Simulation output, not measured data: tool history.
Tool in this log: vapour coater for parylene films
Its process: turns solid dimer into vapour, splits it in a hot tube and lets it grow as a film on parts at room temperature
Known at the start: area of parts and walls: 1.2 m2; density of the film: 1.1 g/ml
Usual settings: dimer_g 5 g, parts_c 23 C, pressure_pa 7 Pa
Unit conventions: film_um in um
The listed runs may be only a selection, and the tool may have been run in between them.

run   hour  dimer_g  parts_c  pressure_pa  film_um
  1      0        5       23            7     2.55
  2   60.1        5       23            7     2.55
  3    148        5       23            7     2.52
  4  235.7        5       23            7     2.43
  5  315.2        5       23            7     2.44
  6  372.7        5       23            7     2.42
  7    410        5       23            7     2.42
     417.8  -- table's thermometer calibrated
  8  489.2        5       23            7     2.37
     564.6  -- trap's valve overhauled
     582.5  -- table's thermometer calibrated, once more
  9  582.5        3       23         3.68     1.72
 10  629.3        5       23         5.12     2.71
 11  693.2        4       23         5.12     2.19
 12  758.7        4       23         5.12     2.15
 13  819.4        4       23         5.12     2.11
 14  904.3        4       23         3.54     2.19
 15  950.4        5       21         6.26      2.8

Forecast each of these 5 alternatives for the next run:
  A  1032.8        2       33         8.57        ?
  B  1032.8        6       21         6.26        ?
  C  1032.8        7       28         2.46        ?
  D  1032.8        3       19         6.65        ?
  E  1032.8        4       20            7        ?

run  film_um
  A      0.6
  B     3.34
  C     3.19
  D     1.81
  E     2.27
With the hidden condition removed and each run's random variation left untouched, the same runs would have given:
run  film_um
  A     0.64
  B     3.54
  C     3.39
  D     1.92
  E     2.41
